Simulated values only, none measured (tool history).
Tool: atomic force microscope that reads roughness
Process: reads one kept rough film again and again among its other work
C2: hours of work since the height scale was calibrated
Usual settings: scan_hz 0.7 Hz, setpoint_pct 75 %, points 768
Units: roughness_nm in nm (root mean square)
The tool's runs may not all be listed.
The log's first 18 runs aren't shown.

Run 19, hour 354.2: usual settings but setpoint_pct 67 %; pictures with this tip 179; C2 220. Result: roughness_nm 3.684 nm (root mean square).
Run 20, hour 381.5: usual settings but scan_hz 0.541 Hz, setpoint_pct 59 %; pictures with this tip 198; C2 232. Result: roughness_nm 3.757 nm (root mean square).
Run 21, hour 407.5: usual settings but scan_hz 3.279 Hz, setpoint_pct 58 %, points 346; pictures with this tip 216; C2 244. Result: roughness_nm 3.478 nm (root mean square).
Run 22, hour 438.1: usual settings but scan_hz 3.279 Hz, setpoint_pct 59 %, points 752; pictures with this tip 237; C2 257. Result: roughness_nm 3.477 nm (root mean square).
Run 23, hour 466.7: usual settings but scan_hz 3.279 Hz, setpoint_pct 59 %, points 752; pictures with this tip 257; C2 270. Result: roughness_nm 3.499 nm (root mean square).
Run 24, hour 489.3: usual settings but scan_hz 2.487 Hz, setpoint_pct 76 %, points 863; pictures with this tip 272; C2 279. Result: roughness_nm 3.181 nm (root mean square).
At hour 504.4: new tip fitted.
Run 25, hour 513.6: usual settings but scan_hz 1.168 Hz; pictures with this tip 6; C2 290. Result: roughness_nm 3.515 nm (root mean square).
Run 26, hour 537.8: usual settings but scan_hz 0.734 Hz, setpoint_pct 84 %, points 984; pictures with this tip 23; C2 301. Result: roughness_nm 3.501 nm (root mean square).
Run 27, hour 554.6: usual settings but scan_hz 1.475 Hz, setpoint_pct 69 %, points 1001; pictures with this tip 35; C2 308. Result: roughness_nm 3.531 nm (root mean square).
Run 28, hour 578.9: usual settings but scan_hz 0.965 Hz, setpoint_pct 63 %, points 507; pictures with this tip 51; C2 319. Result: roughness_nm 3.656 nm (root mean square).
Run 29, hour 594.7: usual settings but setpoint_pct 76 %, points 438; pictures with this tip 62; C2 326. Result: roughness_nm 3.606 nm (root mean square).
Run 30, hour 608.9: usual settings but scan_hz 1.279 Hz, setpoint_pct 71 %, points 541; pictures with this tip 72; C2 332. Result: roughness_nm 3.538 nm (root mean square).
Run 31, hour 632.2: usual settings but scan_hz 3.145 Hz, setpoint_pct 60 %; pictures with this tip 88; C2 342. Result: roughness_nm 3.48 nm (root mean square).
Run 32, hour 659.2: usual settings but scan_hz 1.377 Hz, points 292; pictures with this tip 106; C2 354. Result: roughness_nm 3.459 nm (root mean square).
Run 33, hour 676.3: usual settings but scan_hz 0.788 Hz, points 339; pictures with this tip 118; C2 361. Result: roughness_nm 3.566 nm (root mean square).

4 ways to go on from here, each from the tool as it stands after run 33. What would each give?
Run A, hour 692.4: usual settings but scan_hz 0.788 Hz, points 371; pictures with this tip 129; C2 368. Result: roughness_nm ?.
Run B, hour 692.4: usual settings but scan_hz 1.153 Hz, points 327; pictures with this tip 129; C2 368. Result: roughness_nm ?.
Run C, hour 692.4: usual settings but scan_hz 0.897 Hz, setpoint_pct 61 %; pictures with this tip 129; C2 368. Result: roughness_nm ?.
Run D, hour 692.4: usual settings but setpoint_pct 86 %, points 435; pictures with this tip 129; C2 368. Result: roughness_nm ?.

run  roughness_nm
  A         3.609
  B         3.498
  C         3.746
  D         3.492
Without the tool's hidden state the same runs would have given:
run  roughness_nm
  A         3.615
  B         3.504
  C         3.753
  D         3.498
